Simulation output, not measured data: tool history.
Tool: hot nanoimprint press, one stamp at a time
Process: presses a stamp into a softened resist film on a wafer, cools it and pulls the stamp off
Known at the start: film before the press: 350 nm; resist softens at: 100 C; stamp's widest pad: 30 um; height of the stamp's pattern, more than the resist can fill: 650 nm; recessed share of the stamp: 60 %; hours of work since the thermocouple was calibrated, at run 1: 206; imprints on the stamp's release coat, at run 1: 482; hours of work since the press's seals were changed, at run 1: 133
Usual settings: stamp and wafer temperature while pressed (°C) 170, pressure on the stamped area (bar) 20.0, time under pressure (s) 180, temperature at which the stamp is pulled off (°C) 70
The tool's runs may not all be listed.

run,hour,stamp and wafer temperature while pressed (°C),pressure on the stamped area (bar),time under pressure (s),temperature at which the stamp is pulled off (°C),hours of work since the thermocouple was calibrated,imprints on the stamp's release coat,hours of work since the press's seals were changed,resist left under the stamp's widest pad (angstrom),greatest force while the stamp is pulled off (N)
1,0.0,170,20.0,180,70,206,482,133,1622,161
2,24.5,170,20.0,268,70,225,582,152,1420,158
3,58.1,178,20.0,180,70,251,718,179,1268,160
4,79.3,178,20.0,92,70,268,804,195,1612,157
# hour 95.1: stamp cleaned and given a new release coat
5,103.4,178,20.0,92,70,282,33,209,1609,157
6,137.4,170,20.0,180,56,309,171,236,1635,205
7,151.9,170,20.0,209,56,320,230,247,1552,205
8,176.5,170,20.0,180,70,339,330,266,1639,162
9,197.6,170,20.0,180,70,356,415,283,1638,162
# hour 219.2: plate thermocouple calibrated
10,229.8,170,20.0,180,70,8,534,306,1635,156
11,251.4,170,20.0,180,70,25,621,322,1640,160
12,270.2,170,20.0,180,70,40,698,337,1639,158
13,299.1,170,13.3,180,70,62,815,360,2011,163
# hour 313.1: stamp cleaned and given a new release coat
14,334.5,170,20.0,325,70,85,87,383,1338,161
15,351.2,170,20.0,180,70,98,155,396,1644,158
16,372.3,172,23.5,180,74,115,240,412,1422,147
17,393.5,170,22.9,101,74,131,326,429,1870,148
18,415.3,170,22.9,101,74,148,415,446,1861,147
19,432.2,167,26.4,101,76,162,483,459,1899,142
20,466.7,167,26.4,101,76,189,623,486,1912,140
21,481.3,167,26.4,101,76,200,682,497,1907,142
22,514.9,170,20.0,304,70,226,819,523,1382,159
# hour 528.1: stamp cleaned and given a new release coat
23,538.2,170,26.2,99,77,240,41,537,1752,139
24,572.6,170,26.2,99,77,267,180,564,1763,137
25,587.6,170,26.2,168,59,278,241,576,1469,194
26,604.5,178,12.7,132,59,291,310,589,1831,195
# hour 613.5: gauge calibrated
27,624.2,158,20.0,180,68,307,390,604,2329,170
28,648.2,177,20.0,180,70,326,487,623,1304,160
29,678.5,177,20.0,180,70,349,610,647,1309,158

Forecast each of these 4 alternatives for the next run:
# hour 708.9: plate thermocouple calibrated
A,712.1,169,24.9,180,70,3,734,670,?,?
# hour 708.9: plate thermocouple calibrated
B,712.1,177,20.0,110,58,3,734,670,?,?
# hour 708.9: plate thermocouple calibrated
C,712.1,170,17.2,129,74,3,734,670,?,?
# hour 708.9: plate thermocouple calibrated
D,712.1,171,20.0,180,64,3,734,670,?,?

run,resist left under the stamp's widest pad (angstrom),greatest force while the stamp is pulled off (N)
A,1502,164
B,1560,199
C,1962,149
D,1576,177
Without the tool's hidden state the same runs would have given:
run,resist left under the stamp's widest pad (angstrom),greatest force while the stamp is pulled off (N)
A,1495,164
B,1554,198
C,1954,148
D,1569,176
